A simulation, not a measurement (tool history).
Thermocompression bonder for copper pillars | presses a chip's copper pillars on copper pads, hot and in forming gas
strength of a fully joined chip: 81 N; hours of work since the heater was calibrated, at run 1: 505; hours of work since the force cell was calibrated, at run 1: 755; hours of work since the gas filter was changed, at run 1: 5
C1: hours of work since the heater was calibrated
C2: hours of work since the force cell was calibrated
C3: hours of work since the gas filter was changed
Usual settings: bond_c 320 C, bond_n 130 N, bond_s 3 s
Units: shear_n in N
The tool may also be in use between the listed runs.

{"run": 1, "day": 0.0, "bond_c": 320, "bond_n": 130, "bond_s": 3, "C1": 505, "C2": 755, "C3": 5, "shear_n": 32}
{"run": 2, "day": 0.958, "bond_c": 320, "bond_n": 105, "bond_s": 3, "C1": 515, "C2": 765, "C3": 14, "shear_n": 25.7}
{"run": 3, "day": 1.804, "bond_c": 320, "bond_n": 105, "bond_s": 3, "C1": 524, "C2": 774, "C3": 23, "shear_n": 25.8}
{"run": 4, "day": 2.971, "bond_c": 320, "bond_n": 105, "bond_s": 3, "C1": 536, "C2": 786, "C3": 35, "shear_n": 26}
{"run": 5, "day": 4.029, "bond_c": 320, "bond_n": 105, "bond_s": 3, "C1": 546, "C2": 796, "C3": 46, "shear_n": 25.8}
{"run": 6, "day": 5.233, "bond_c": 320, "bond_n": 99, "bond_s": 3, "C1": 559, "C2": 809, "C3": 58, "shear_n": 24.1}
{"run": 7, "day": 6.154, "bond_c": 320, "bond_n": 130, "bond_s": 3, "C1": 568, "C2": 818, "C3": 68, "shear_n": 32.1}
{"run": 8, "day": 6.962, "bond_c": 320, "bond_n": 130, "bond_s": 3, "C1": 576, "C2": 826, "C3": 76, "shear_n": 30.9}
{"run": 9, "day": 8.325, "bond_c": 320, "bond_n": 130, "bond_s": 8, "C1": 590, "C2": 840, "C3": 90, "shear_n": 44.7}
{"run": 10, "day": 9.1, "bond_c": 320, "bond_n": 130, "bond_s": 8, "C1": 598, "C2": 848, "C3": 98, "shear_n": 44.4}
{"run": 11, "day": 9.875, "bond_c": 320, "bond_n": 130, "bond_s": 8, "C1": 606, "C2": 856, "C3": 106, "shear_n": 43.8}
{"run": 12, "day": 11.196, "bond_c": 320, "bond_n": 130, "bond_s": 8, "C1": 620, "C2": 870, "C3": 119, "shear_n": 43.9}
{"run": 13, "day": 11.896, "bond_c": 320, "bond_n": 132, "bond_s": 3, "C1": 627, "C2": 877, "C3": 126, "shear_n": 31}
{"run": 14, "day": 13.179, "bond_c": 320, "bond_n": 132, "bond_s": 3, "C1": 640, "C2": 890, "C3": 139, "shear_n": 31}
{"run": 15, "day": 14.025, "bond_c": 320, "bond_n": 132, "bond_s": 3, "C1": 648, "C2": 899, "C3": 148, "shear_n": 31.4}
{"run": 16, "day": 15.288, "bond_c": 320, "bond_n": 130, "bond_s": 3, "C1": 661, "C2": 911, "C3": 161, "shear_n": 30.6}
{"run": 17, "day": 16.088, "bond_c": 320, "bond_n": 130, "bond_s": 3, "C1": 670, "C2": 920, "C3": 169, "shear_n": 30.4}
{"run": 18, "day": 17.4, "bond_c": 330, "bond_n": 130, "bond_s": 3, "C1": 683, "C2": 933, "C3": 182, "shear_n": 34.6}
{"run": 19, "day": 18.475, "bond_c": 330, "bond_n": 130, "bond_s": 3, "C1": 694, "C2": 944, "C3": 193, "shear_n": 34.7}
{"run": 20, "day": 19.375, "bond_c": 320, "bond_n": 135, "bond_s": 3, "C1": 703, "C2": 953, "C3": 203, "shear_n": 31.2}
{"day": 19.525, "done": "force cell calibrated"}
{"run": 21, "day": 20.083, "bond_c": 344, "bond_n": 184, "bond_s": 3, "C1": 710, "C2": 6, "C3": 209, "shear_n": 52.9}
{"run": 22, "day": 20.783, "bond_c": 344, "bond_n": 184, "bond_s": 3, "C1": 717, "C2": 13, "C3": 216, "shear_n": 53.7}
{"run": 23, "day": 21.542, "bond_c": 299, "bond_n": 184, "bond_s": 3, "C1": 725, "C2": 21, "C3": 224, "shear_n": 32}
{"day": 21.842, "done": "force cell calibrated, once more"}
{"run": 24, "day": 22.779, "bond_c": 299, "bond_n": 184, "bond_s": 3, "C1": 737, "C2": 10, "C3": 236, "shear_n": 29.5}
{"run": 25, "day": 24.083, "bond_c": 299, "bond_n": 184, "bond_s": 3, "C1": 750, "C2": 23, "C3": 249, "shear_n": 29.2}
{"run": 26, "day": 25.108, "bond_c": 296, "bond_n": 130, "bond_s": 2, "C1": 760, "C2": 33, "C3": 260, "shear_n": 16.5}
{"run": 27, "day": 26.162, "bond_c": 296, "bond_n": 130, "bond_s": 2, "C1": 771, "C2": 44, "C3": 271, "shear_n": 17}
{"run": 28, "day": 26.796, "bond_c": 338, "bond_n": 96, "bond_s": 6, "C1": 778, "C2": 51, "C3": 277, "shear_n": 34.3}
{"run": 29, "day": 28.008, "bond_c": 329, "bond_n": 180, "bond_s": 2, "C1": 790, "C2": 63, "C3": 290, "shear_n": 36.4}
{"run": 30, "day": 29.267, "bond_c": 325, "bond_n": 152, "bond_s": 3, "C1": 803, "C2": 76, "C3": 302, "shear_n": 34.4}
{"run": 31, "day": 30.512, "bond_c": 337, "bond_n": 119, "bond_s": 2, "C1": 816, "C2": 89, "C3": 315, "shear_n": 27.1}
{"run": 32, "day": 31.858, "bond_c": 337, "bond_n": 148, "bond_s": 5, "C1": 829, "C2": 102, "C3": 329, "shear_n": 45}
{"run": 33, "day": 33.171, "bond_c": 334, "bond_n": 115, "bond_s": 2, "C1": 843, "C2": 116, "C3": 342, "shear_n": 25.3}
{"run": 34, "day": 33.754, "bond_c": 334, "bond_n": 115, "bond_s": 2, "C1": 849, "C2": 122, "C3": 348, "shear_n": 24.8}
{"run": 35, "day": 34.983, "bond_c": 316, "bond_n": 130, "bond_s": 2, "C1": 861, "C2": 134, "C3": 361, "shear_n": 21.5}
{"run": 36, "day": 35.788, "bond_c": 320, "bond_n": 125, "bond_s": 3, "C1": 870, "C2": 142, "C3": 369, "shear_n": 25.7}
{"run": 37, "day": 36.925, "bond_c": 320, "bond_n": 166, "bond_s": 3, "C1": 881, "C2": 154, "C3": 381, "shear_n": 33.9}
{"run": 38, "day": 37.492, "bond_c": 320, "bond_n": 166, "bond_s": 3, "C1": 887, "C2": 160, "C3": 386, "shear_n": 33.7}
{"run": 39, "day": 38.388, "bond_c": 297, "bond_n": 103, "bond_s": 3, "C1": 896, "C2": 169, "C3": 396, "shear_n": 14.8}
{"day": 39.012, "done": "forming gas filter changed"}
{"run": 40, "day": 39.608, "bond_c": 338, "bond_n": 103, "bond_s": 2, "C1": 908, "C2": 181, "C3": 6, "shear_n": 25.2}

Forecast each of these 3 alternatives for the next run:
{"run": "A", "day": 40.721, "bond_c": 337, "bond_n": 163, "bond_s": 6, "C1": 920, "C2": 193, "C3": 17, "shear_n": "?"}
{"run": "B", "day": 40.721, "bond_c": 308, "bond_n": 97, "bond_s": 7, "C1": 920, "C2": 193, "C3": 17, "shear_n": "?"}
{"run": "C", "day": 40.721, "bond_c": 338, "bond_n": 103, "bond_s": 2, "C1": 920, "C2": 193, "C3": 17, "shear_n": "?"}

run=A shear_n=55.8
run=B shear_n=26.5
run=C shear_n=25
Without the tool's hidden state the same runs would have given:
run=A shear_n=58.5
run=B shear_n=28.7
run=C shear_n=26.9
